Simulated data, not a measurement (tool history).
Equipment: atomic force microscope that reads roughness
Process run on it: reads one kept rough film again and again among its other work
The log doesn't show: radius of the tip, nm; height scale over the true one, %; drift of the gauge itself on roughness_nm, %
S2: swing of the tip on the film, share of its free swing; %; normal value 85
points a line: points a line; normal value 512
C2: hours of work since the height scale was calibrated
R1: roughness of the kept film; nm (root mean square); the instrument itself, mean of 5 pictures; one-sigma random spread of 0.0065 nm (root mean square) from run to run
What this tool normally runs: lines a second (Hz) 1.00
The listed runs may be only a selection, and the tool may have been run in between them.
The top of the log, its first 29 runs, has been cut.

run 30 hour=1283.3 | lines_a_second_(Hz)=0.63 S2=65 points_a_line=512 | pictures_with_this_tip=192 C2=1137 | R1=1.236
-- hour=1297.3 new tip fitted
run 31 hour=1348.2 | lines_a_second_(Hz)=2.42 S2=85 points_a_line=779 | pictures_with_this_tip=48 C2=1171 | R1=1.165
run 32 hour=1402.5 | lines_a_second_(Hz)=2.42 S2=85 points_a_line=779 | pictures_with_this_tip=99 C2=1199 | R1=1.141
run 33 hour=1434.1 | lines_a_second_(Hz)=2.42 S2=85 points_a_line=779 | pictures_with_this_tip=128 C2=1216 | R1=1.146
run 34 hour=1489.5 | lines_a_second_(Hz)=2.31 S2=84 points_a_line=346 | pictures_with_this_tip=180 C2=1245 | R1=1.124
-- hour=1514.0 new tip fitted
run 35 hour=1539.4 | lines_a_second_(Hz)=1.25 S2=83 points_a_line=512 | pictures_with_this_tip=24 C2=1270 | R1=1.233
run 36 hour=1586.1 | lines_a_second_(Hz)=1.25 S2=83 points_a_line=512 | pictures_with_this_tip=68 C2=1295 | R1=1.229
run 37 hour=1616.6 | lines_a_second_(Hz)=1.25 S2=59 points_a_line=401 | pictures_with_this_tip=96 C2=1310 | R1=1.263
run 38 hour=1643.6 | lines_a_second_(Hz)=1.25 S2=59 points_a_line=737 | pictures_with_this_tip=122 C2=1325 | R1=1.258
run 39 hour=1699.6 | lines_a_second_(Hz)=1.00 S2=76 points_a_line=1010 | pictures_with_this_tip=174 C2=1354 | R1=1.215
-- hour=1730.5 new tip fitted
run 40 hour=1750.1 | lines_a_second_(Hz)=0.58 S2=84 points_a_line=1010 | pictures_with_this_tip=18 C2=1380 | R1=1.282
run 41 hour=1799.9 | lines_a_second_(Hz)=2.28 S2=88 points_a_line=886 | pictures_with_this_tip=65 C2=1406 | R1=1.158
run 42 hour=1828.1 | lines_a_second_(Hz)=1.23 S2=85 points_a_line=886 | pictures_with_this_tip=92 C2=1420 | R1=1.208
run 43 hour=1863.7 | lines_a_second_(Hz)=2.83 S2=71 points_a_line=518 | pictures_with_this_tip=125 C2=1439 | R1=1.194
run 44 hour=1894.6 | lines_a_second_(Hz)=1.17 S2=62 points_a_line=450 | pictures_with_this_tip=154 C2=1455 | R1=1.237
run 45 hour=1931.9 | lines_a_second_(Hz)=1.17 S2=62 points_a_line=450 | pictures_with_this_tip=189 C2=1474 | R1=1.219
-- hour=1951.0 new tip fitted
run 46 hour=1966.6 | lines_a_second_(Hz)=1.00 S2=85 points_a_line=266 | pictures_with_this_tip=14 C2=1492 | R1=1.228
run 47 hour=2009.6 | lines_a_second_(Hz)=1.57 S2=85 points_a_line=464 | pictures_with_this_tip=55 C2=1514 | R1=1.196
run 48 hour=2046.6 | lines_a_second_(Hz)=1.57 S2=85 points_a_line=464 | pictures_with_this_tip=89 C2=1534 | R1=1.187
run 49 hour=2084.8 | lines_a_second_(Hz)=1.57 S2=85 points_a_line=464 | pictures_with_this_tip=125 C2=1554 | R1=1.163
run 50 hour=2144.7 | lines_a_second_(Hz)=3.20 S2=82 points_a_line=1023 | pictures_with_this_tip=182 C2=1585 | R1=1.103
-- hour=2169.3 new tip fitted
run 51 hour=2182.8 | lines_a_second_(Hz)=2.12 S2=56 points_a_line=518 | pictures_with_this_tip=13 C2=1604 | R1=1.270
run 52 hour=2239.2 | lines_a_second_(Hz)=2.12 S2=56 points_a_line=979 | pictures_with_this_tip=66 C2=1634 | R1=1.258
run 53 hour=2275.7 | lines_a_second_(Hz)=2.17 S2=61 points_a_line=501 | pictures_with_this_tip=100 C2=1653 | R1=1.232

Forecast each of these 3 alternatives for the next run:
run A hour=2311.2 | lines_a_second_(Hz)=0.99 S2=85 points_a_line=767 | pictures_with_this_tip=134 C2=1671 | R1=?
run B hour=2311.2 | lines_a_second_(Hz)=1.00 S2=85 points_a_line=476 | pictures_with_this_tip=134 C2=1671 | R1=?
run C hour=2311.2 | lines_a_second_(Hz)=0.71 S2=61 points_a_line=512 | pictures_with_this_tip=134 C2=1671 | R1=?

run=A R1=1.202
run=B R1=1.204
run=C R1=1.252
With the hidden condition removed and each run's random variation left untouched, the same runs would have given:
run=A R1=1.280
run=B R1=1.282
run=C R1=1.333
